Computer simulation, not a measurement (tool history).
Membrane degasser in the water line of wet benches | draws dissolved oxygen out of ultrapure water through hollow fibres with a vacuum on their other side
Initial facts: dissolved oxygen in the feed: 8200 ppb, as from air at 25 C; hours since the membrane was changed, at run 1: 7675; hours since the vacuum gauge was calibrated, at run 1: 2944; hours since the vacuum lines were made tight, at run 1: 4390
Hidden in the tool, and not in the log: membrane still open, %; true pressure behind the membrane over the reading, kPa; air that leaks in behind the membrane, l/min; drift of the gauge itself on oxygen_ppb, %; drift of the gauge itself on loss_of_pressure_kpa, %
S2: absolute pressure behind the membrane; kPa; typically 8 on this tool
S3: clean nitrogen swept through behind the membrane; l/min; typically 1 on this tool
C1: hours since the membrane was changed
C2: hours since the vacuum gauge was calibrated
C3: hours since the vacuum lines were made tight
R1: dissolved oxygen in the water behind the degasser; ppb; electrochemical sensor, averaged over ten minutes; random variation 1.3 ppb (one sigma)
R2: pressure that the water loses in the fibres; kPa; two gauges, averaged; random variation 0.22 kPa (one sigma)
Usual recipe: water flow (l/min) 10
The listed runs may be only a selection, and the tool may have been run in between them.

{"run": 1, "day": 0.0, "water flow (l/min)": 10, "S2": 8, "S3": 1, "C1": 7675, "C2": 2944, "C3": 4390, "R1": 145.3, "R2": 58.86}
{"run": 2, "day": 11.396, "water flow (l/min)": 10, "S2": 8, "S3": 1, "C1": 7948, "C2": 3217, "C3": 4663, "R1": 146.7, "R2": 59.26}
{"run": 3, "day": 24.562, "water flow (l/min)": 10, "S2": 8, "S3": 1, "C1": 8264, "C2": 3533, "C3": 4979, "R1": 147.6, "R2": 59.37}
{"run": 4, "day": 33.575, "water flow (l/min)": 10, "S2": 8, "S3": 1, "C1": 8481, "C2": 3750, "C3": 5196, "R1": 149.3, "R2": 59.4}
{"run": 5, "day": 43.888, "water flow (l/min)": 10, "S2": 8, "S3": 1, "C1": 8728, "C2": 3997, "C3": 5443, "R1": 149.8, "R2": 59.7}
{"run": 6, "day": 50.383, "water flow (l/min)": 10, "S2": 8, "S3": 1, "C1": 8884, "C2": 4153, "C3": 5599, "R1": 154.5, "R2": 59.87}
{"run": 7, "day": 60.862, "water flow (l/min)": 10, "S2": 8, "S3": 1, "C1": 9135, "C2": 4404, "C3": 5850, "R1": 155.6, "R2": 59.93}
{"run": 8, "day": 68.421, "water flow (l/min)": 10, "S2": 10.9, "S3": 1, "C1": 9317, "C2": 4586, "C3": 6032, "R1": 223.4, "R2": 60.76}
{"run": 9, "day": 75.625, "water flow (l/min)": 10, "S2": 10.9, "S3": 1, "C1": 9490, "C2": 4759, "C3": 6205, "R1": 229.2, "R2": 60.44}
{"run": 10, "day": 86.562, "water flow (l/min)": 10, "S2": 10.9, "S3": 1, "C1": 9752, "C2": 5021, "C3": 6467, "R1": 229.5, "R2": 60.63}
{"run": 11, "day": 93.15, "water flow (l/min)": 10, "S2": 8, "S3": 1, "C1": 9910, "C2": 5179, "C3": 6625, "R1": 158.8, "R2": 60.34}
{"day": 96.067, "done": "seals of the vacuum lines changed"}
{"run": 12, "day": 105.946, "water flow (l/min)": 10, "S2": 8, "S3": 1, "C1": 10215, "C2": 5484, "C3": 237, "R1": 147.7, "R2": 60.97}
{"run": 13, "day": 113.329, "water flow (l/min)": 10, "S2": 8, "S3": 1, "C1": 10393, "C2": 5662, "C3": 414, "R1": 148.5, "R2": 60.61}
{"day": 118.833, "done": "membrane cartridge changed"}
{"run": 14, "day": 119.988, "water flow (l/min)": 10, "S2": 8, "S3": 1, "C1": 28, "C2": 5817, "C3": 570, "R1": 134.6, "R2": 52.36}
{"run": 15, "day": 128.054, "water flow (l/min)": 10, "S2": 8, "S3": 0.74, "C1": 221, "C2": 6011, "C3": 764, "R1": 175.5, "R2": 52.94}
{"run": 16, "day": 133.758, "water flow (l/min)": 10, "S2": 9.54, "S3": 1, "C1": 358, "C2": 6148, "C3": 901, "R1": 172.2, "R2": 53.13}
{"run": 17, "day": 139.192, "water flow (l/min)": 9, "S2": 5.54, "S3": 1.44, "C1": 489, "C2": 6278, "C3": 1031, "R1": 50.1, "R2": 47.92}
{"run": 18, "day": 147.042, "water flow (l/min)": 9, "S2": 5.54, "S3": 1.44, "C1": 677, "C2": 6467, "C3": 1219, "R1": 51.3, "R2": 48.21}
{"run": 19, "day": 160.121, "water flow (l/min)": 12, "S2": 5.54, "S3": 2.12, "C1": 991, "C2": 6781, "C3": 1533, "R1": 68.2, "R2": 64.41}
{"run": 20, "day": 170.729, "water flow (l/min)": 14, "S2": 8.54, "S3": 1.1, "C1": 1246, "C2": 7035, "C3": 1788, "R1": 218.9, "R2": 75.42}
{"run": 21, "day": 179.529, "water flow (l/min)": 14, "S2": 8.54, "S3": 1.1, "C1": 1457, "C2": 7246, "C3": 1999, "R1": 221.2, "R2": 75.82}
{"run": 22, "day": 190.571, "water flow (l/min)": 15, "S2": 19.89, "S3": 1.34, "C1": 1722, "C2": 7511, "C3": 2264, "R1": 493.9, "R2": 80.74}
{"day": 191.833, "done": "vacuum gauge calibrated"}
{"run": 23, "day": 201.288, "water flow (l/min)": 9, "S2": 19.85, "S3": 1.34, "C1": 1978, "C2": 227, "C3": 2521, "R1": 289, "R2": 48.6}
{"run": 24, "day": 206.808, "water flow (l/min)": 7, "S2": 8.1, "S3": 0.68, "C1": 2111, "C2": 359, "C3": 2653, "R1": 140.3, "R2": 37.93}
{"run": 25, "day": 212.479, "water flow (l/min)": 15, "S2": 16.01, "S3": 1.98, "C1": 2247, "C2": 496, "C3": 2789, "R1": 306.3, "R2": 81.7}
{"day": 218.542, "done": "vacuum gauge calibrated, once more"}
{"run": 26, "day": 225.638, "water flow (l/min)": 15, "S2": 16.01, "S3": 1.98, "C1": 2562, "C2": 170, "C3": 3105, "R1": 292.7, "R2": 81.6}
{"run": 27, "day": 231.488, "water flow (l/min)": 15, "S2": 11.39, "S3": 1, "C1": 2703, "C2": 311, "C3": 3245, "R1": 342.2, "R2": 81.57}
{"run": 28, "day": 239.1, "water flow (l/min)": 7, "S2": 16.3, "S3": 1, "C1": 2885, "C2": 493, "C3": 3428, "R1": 233.3, "R2": 38.46}
{"run": 29, "day": 251.012, "water flow (l/min)": 7, "S2": 7.64, "S3": 1, "C1": 3171, "C2": 779, "C3": 3714, "R1": 82.9, "R2": 38.48}
{"run": 30, "day": 258.05, "water flow (l/min)": 10, "S2": 8, "S3": 1.5, "C1": 3340, "C2": 948, "C3": 3883, "R1": 97.4, "R2": 55.14}
{"run": 31, "day": 265.712, "water flow (l/min)": 10, "S2": 8, "S3": 1.5, "C1": 3524, "C2": 1132, "C3": 4066, "R1": 97, "R2": 55.43}

What if the next run were any one of these 4? Each begins from the tool's condition after run 31:
{"run": "A", "day": 275.983, "water flow (l/min)": 14, "S2": 8, "S3": 1.14, "C1": 3771, "C2": 1379, "C3": 4313, "R1": "?", "R2": "?"}
{"run": "B", "day": 275.983, "water flow (l/min)": 6, "S2": 11.28, "S3": 0.54, "C1": 3771, "C2": 1379, "C3": 4313, "R1": "?", "R2": "?"}
{"run": "C", "day": 275.983, "water flow (l/min)": 14, "S2": 8, "S3": 1, "C1": 3771, "C2": 1379, "C3": 4313, "R1": "?", "R2": "?"}
{"run": "D", "day": 275.983, "water flow (l/min)": 8, "S2": 8, "S3": 1, "C1": 3771, "C2": 1379, "C3": 4313, "R1": "?", "R2": "?"}

run=A R1=199.5 R2=77.68
run=B R1=227.7 R2=32.97
run=C R1=218.1 R2=77.65
run=D R1=106.9 R2=44.58
With no hidden state in the tool, these same runs would have given:
run=A R1=180.1 R2=74.09
run=B R1=208.4 R2=31.44
run=C R1=198 R2=74.05
run=D R1=97.1 R2=42.53

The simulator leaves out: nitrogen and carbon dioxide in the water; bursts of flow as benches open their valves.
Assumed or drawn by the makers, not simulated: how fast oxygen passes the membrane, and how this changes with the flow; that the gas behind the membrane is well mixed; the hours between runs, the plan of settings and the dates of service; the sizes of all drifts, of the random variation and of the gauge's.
